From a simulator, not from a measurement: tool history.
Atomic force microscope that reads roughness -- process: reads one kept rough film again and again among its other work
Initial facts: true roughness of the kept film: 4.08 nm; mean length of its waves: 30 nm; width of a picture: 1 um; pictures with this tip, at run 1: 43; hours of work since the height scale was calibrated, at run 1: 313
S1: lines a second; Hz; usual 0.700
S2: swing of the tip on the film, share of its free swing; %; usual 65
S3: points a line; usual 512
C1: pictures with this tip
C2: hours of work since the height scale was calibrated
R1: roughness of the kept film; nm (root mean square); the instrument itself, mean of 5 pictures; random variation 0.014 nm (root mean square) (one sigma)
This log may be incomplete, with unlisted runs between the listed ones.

{"run": 1, "hour": 0.0, "S1": 0.7, "S2": 65, "S3": 512, "C1": 43, "C2": 313, "R1": 3.185}
{"run": 2, "hour": 21.9, "S1": 0.7, "S2": 65, "S3": 512, "C1": 63, "C2": 323, "R1": 3.161}
{"run": 3, "hour": 37.7, "S1": 0.7, "S2": 65, "S3": 512, "C1": 78, "C2": 331, "R1": 3.099}
{"run": 4, "hour": 64.9, "S1": 0.7, "S2": 65, "S3": 512, "C1": 103, "C2": 344, "R1": 3.039}
{"run": 5, "hour": 83.8, "S1": 0.7, "S2": 65, "S3": 575, "C1": 121, "C2": 354, "R1": 2.994}
{"run": 6, "hour": 98.8, "S1": 0.7, "S2": 65, "S3": 575, "C1": 135, "C2": 361, "R1": 2.966}
{"run": 7, "hour": 112.1, "S1": 0.7, "S2": 65, "S3": 446, "C1": 147, "C2": 367, "R1": 2.944}
{"run": 8, "hour": 134.0, "S1": 0.7, "S2": 65, "S3": 446, "C1": 168, "C2": 378, "R1": 2.895}
{"run": 9, "hour": 154.6, "S1": 1.379, "S2": 65, "S3": 512, "C1": 187, "C2": 388, "R1": 2.781}
{"run": 10, "hour": 181.8, "S1": 1.379, "S2": 65, "S3": 512, "C1": 212, "C2": 401, "R1": 2.735}
{"hour": 184.6, "done": "new tip fitted"}
{"run": 11, "hour": 200.9, "S1": 1.379, "S2": 65, "S3": 563, "C1": 15, "C2": 410, "R1": 3.242}
{"run": 12, "hour": 220.8, "S1": 0.805, "S2": 65, "S3": 512, "C1": 33, "C2": 420, "R1": 3.253}
{"run": 13, "hour": 248.0, "S1": 0.805, "S2": 65, "S3": 512, "C1": 59, "C2": 433, "R1": 3.179}
{"run": 14, "hour": 263.6, "S1": 0.805, "S2": 65, "S3": 512, "C1": 73, "C2": 441, "R1": 3.138}
{"run": 15, "hour": 291.3, "S1": 0.7, "S2": 65, "S3": 743, "C1": 99, "C2": 455, "R1": 3.079}
{"run": 16, "hour": 317.3, "S1": 0.7, "S2": 65, "S3": 512, "C1": 123, "C2": 467, "R1": 3.066}
{"run": 17, "hour": 342.9, "S1": 0.7, "S2": 65, "S3": 512, "C1": 147, "C2": 480, "R1": 2.972}
{"run": 18, "hour": 358.6, "S1": 0.7, "S2": 65, "S3": 512, "C1": 162, "C2": 487, "R1": 2.938}
{"run": 19, "hour": 380.0, "S1": 0.7, "S2": 65, "S3": 512, "C1": 182, "C2": 498, "R1": 2.898}
{"run": 20, "hour": 396.9, "S1": 0.7, "S2": 65, "S3": 512, "C1": 198, "C2": 506, "R1": 2.864}
{"hour": 416.1, "done": "new tip fitted"}
{"run": 21, "hour": 416.1, "S1": 0.7, "S2": 65, "S3": 512, "C1": 0, "C2": 515, "R1": 3.323}
{"run": 22, "hour": 439.4, "S1": 0.7, "S2": 65, "S3": 512, "C1": 22, "C2": 527, "R1": 3.246}
{"run": 23, "hour": 455.2, "S1": 0.7, "S2": 82, "S3": 512, "C1": 37, "C2": 534, "R1": 3.092}
{"run": 24, "hour": 475.7, "S1": 0.7, "S2": 82, "S3": 512, "C1": 56, "C2": 544, "R1": 3.053}
{"run": 25, "hour": 490.4, "S1": 0.7, "S2": 65, "S3": 512, "C1": 69, "C2": 551, "R1": 3.162}
{"run": 26, "hour": 511.3, "S1": 0.7, "S2": 65, "S3": 512, "C1": 89, "C2": 562, "R1": 3.088}
{"run": 27, "hour": 523.4, "S1": 0.613, "S2": 77, "S3": 512, "C1": 100, "C2": 568, "R1": 3.033}
{"run": 28, "hour": 539.4, "S1": 0.7, "S2": 68, "S3": 730, "C1": 115, "C2": 575, "R1": 2.999}
{"run": 29, "hour": 562.2, "S1": 0.7, "S2": 65, "S3": 402, "C1": 136, "C2": 586, "R1": 2.958}
{"run": 30, "hour": 581.1, "S1": 0.7, "S2": 62, "S3": 458, "C1": 154, "C2": 596, "R1": 2.934}
{"run": 31, "hour": 602.7, "S1": 0.877, "S2": 69, "S3": 635, "C1": 174, "C2": 606, "R1": 2.847}
{"run": 32, "hour": 617.8, "S1": 1.513, "S2": 57, "S3": 471, "C1": 188, "C2": 614, "R1": 2.847}
{"run": 33, "hour": 637.8, "S1": 1.513, "S2": 57, "S3": 471, "C1": 207, "C2": 623, "R1": 2.798}
{"hour": 648.1, "done": "new tip fitted"}
{"run": 34, "hour": 656.8, "S1": 1.215, "S2": 69, "S3": 448, "C1": 8, "C2": 632, "R1": 3.201}
{"run": 35, "hour": 678.3, "S1": 0.541, "S2": 89, "S3": 441, "C1": 28, "C2": 643, "R1": 3.136}
{"run": 36, "hour": 704.9, "S1": 0.7, "S2": 87, "S3": 990, "C1": 53, "C2": 656, "R1": 3.023}
{"run": 37, "hour": 722.8, "S1": 1.196, "S2": 85, "S3": 744, "C1": 70, "C2": 665, "R1": 2.927}
{"run": 38, "hour": 740.1, "S1": 0.645, "S2": 57, "S3": 459, "C1": 86, "C2": 673, "R1": 3.129}
{"run": 39, "hour": 767.4, "S1": 1.813, "S2": 57, "S3": 319, "C1": 111, "C2": 686, "R1": 3.002}
{"run": 40, "hour": 794.5, "S1": 0.65, "S2": 77, "S3": 767, "C1": 137, "C2": 700, "R1": 2.961}
{"run": 41, "hour": 817.4, "S1": 0.65, "S2": 77, "S3": 767, "C1": 158, "C2": 711, "R1": 2.898}
{"run": 42, "hour": 829.8, "S1": 3.275, "S2": 56, "S3": 612, "C1": 169, "C2": 717, "R1": 2.796}
{"run": 43, "hour": 849.5, "S1": 3.275, "S2": 80, "S3": 593, "C1": 188, "C2": 726, "R1": 2.382}
{"run": 44, "hour": 863.8, "S1": 3.275, "S2": 58, "S3": 666, "C1": 201, "C2": 733, "R1": 2.745}
{"hour": 879.7, "done": "new tip fitted"}
{"run": 45, "hour": 881.7, "S1": 3.275, "S2": 58, "S3": 666, "C1": 1, "C2": 742, "R1": 3.128}
{"run": 46, "hour": 898.1, "S1": 3.275, "S2": 58, "S3": 666, "C1": 17, "C2": 750, "R1": 3.097}
{"run": 47, "hour": 916.3, "S1": 3.275, "S2": 58, "S3": 666, "C1": 34, "C2": 759, "R1": 3.074}
{"run": 48, "hour": 941.9, "S1": 2.661, "S2": 58, "S3": 548, "C1": 58, "C2": 771, "R1": 3.034}
{"run": 49, "hour": 960.8, "S1": 2.661, "S2": 58, "S3": 548, "C1": 75, "C2": 780, "R1": 2.967}
{"run": 50, "hour": 989.1, "S1": 0.614, "S2": 60, "S3": 505, "C1": 102, "C2": 794, "R1": 3.041}
{"run": 51, "hour": 1006.4, "S1": 0.614, "S2": 84, "S3": 318, "C1": 118, "C2": 803, "R1": 2.849}

What if the next run were any one of these 5? Each begins from the tool's condition after run 51:
{"run": "A", "hour": 1034.2, "S1": 0.614, "S2": 84, "S3": 650, "C1": 144, "C2": 816, "R1": "?"}
{"run": "B", "hour": 1034.2, "S1": 0.815, "S2": 84, "S3": 766, "C1": 144, "C2": 816, "R1": "?"}
{"run": "C", "hour": 1034.2, "S1": 2.045, "S2": 68, "S3": 318, "C1": 144, "C2": 816, "R1": "?"}
{"run": "D", "hour": 1034.2, "S1": 3.338, "S2": 58, "S3": 357, "C1": 144, "C2": 816, "R1": "?"}
{"run": "E", "hour": 1034.2, "S1": 0.669, "S2": 71, "S3": 432, "C1": 144, "C2": 816, "R1": "?"}

run=A R1=2.830
run=B R1=2.788
run=C R1=2.742
run=D R1=2.792
run=E R1=2.876
With the hidden condition removed and each run's random variation left untouched, the same runs would have given:
run=A R1=3.277
run=B R1=3.230
run=C R1=3.177
run=D R1=3.235
run=E R1=3.331
